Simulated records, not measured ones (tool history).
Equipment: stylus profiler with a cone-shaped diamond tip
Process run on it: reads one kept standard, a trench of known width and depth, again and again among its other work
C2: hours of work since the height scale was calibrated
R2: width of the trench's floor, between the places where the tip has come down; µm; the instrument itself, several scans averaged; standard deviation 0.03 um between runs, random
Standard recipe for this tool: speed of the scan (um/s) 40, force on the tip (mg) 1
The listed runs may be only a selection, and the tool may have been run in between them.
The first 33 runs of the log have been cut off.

Run 34, hour 719.1: usual settings but speed of the scan (um/s) 54, force on the tip (mg) 1.91; scans with this tip 10861; C2 852. Result: depth of the trench (nm) 201.34, R2 26.41 µm.
Run 35, hour 747.1: usual settings but speed of the scan (um/s) 92, force on the tip (mg) 0.35; scans with this tip 11078; C2 868. Result: depth of the trench (nm) 200.7, R2 25.62 µm.
Run 36, hour 773.8: usual settings but speed of the scan (um/s) 92, force on the tip (mg) 0.35; scans with this tip 11283; C2 885. Result: depth of the trench (nm) 200.72, R2 25.65 µm.
Run 37, hour 801.9: usual settings but speed of the scan (um/s) 112, force on the tip (mg) 0.4; scans with this tip 11500; C2 902. Result: depth of the trench (nm) 200.75, R2 25.43 µm.
Run 38, hour 831.5: usual settings but speed of the scan (um/s) 59, force on the tip (mg) 0.36; scans with this tip 11728; C2 920. Result: depth of the trench (nm) 200.71, R2 25.88 µm.
Run 39, hour 850.3: usual settings but speed of the scan (um/s) 59, force on the tip (mg) 0.36; scans with this tip 11873; C2 931. Result: depth of the trench (nm) 200.73, R2 25.92 µm.
Run 40, hour 874.6: usual settings but speed of the scan (um/s) 12, force on the tip (mg) 0.44; scans with this tip 12061; C2 946. Result: depth of the trench (nm) 200.7, R2 26.39 µm.
Run 41, hour 889.7: usual settings but speed of the scan (um/s) 12, force on the tip (mg) 0.44; scans with this tip 12178; C2 955. Result: depth of the trench (nm) 200.81, R2 26.42 µm.

Below are 5 alternative next runs, each starting from the tool's condition after run 41. Predict each:
Run A, hour 909.8: usual settings but speed of the scan (um/s) 59, force on the tip (mg) 0.9; scans with this tip 12333; C2 967. Result: depth of the trench (nm) ?, R2 ?.
Run B, hour 909.8: usual settings but speed of the scan (um/s) 48, force on the tip (mg) 0.35; scans with this tip 12333; C2 967. Result: depth of the trench (nm) ?, R2 ?.
Run C, hour 909.8: usual settings but speed of the scan (um/s) 10, force on the tip (mg) 1.54; scans with this tip 12333; C2 967. Result: depth of the trench (nm) ?, R2 ?.
Run D, hour 909.8: usual settings but speed of the scan (um/s) 10, force on the tip (mg) 0.79; scans with this tip 12333; C2 967. Result: depth of the trench (nm) ?, R2 ?.
Run E, hour 909.8: usual settings but speed of the scan (um/s) 36, force on the tip (mg) 0.44; scans with this tip 12333; C2 967. Result: depth of the trench (nm) ?, R2 ?.

run  depth of the trench (nm)     R2
  A                    201.01  26.11
  B                    200.69  25.95
  C                    201.29  26.46
  D                    200.85  26.43
  E                    200.72  26.15
Without the tool's unlogged condition, the same runs would have read:
run  depth of the trench (nm)     R2
  A                     200.7  27.64
  B                    200.37  27.48
  C                    200.98  27.99
  D                    200.54  27.95
  E                     200.4  27.67
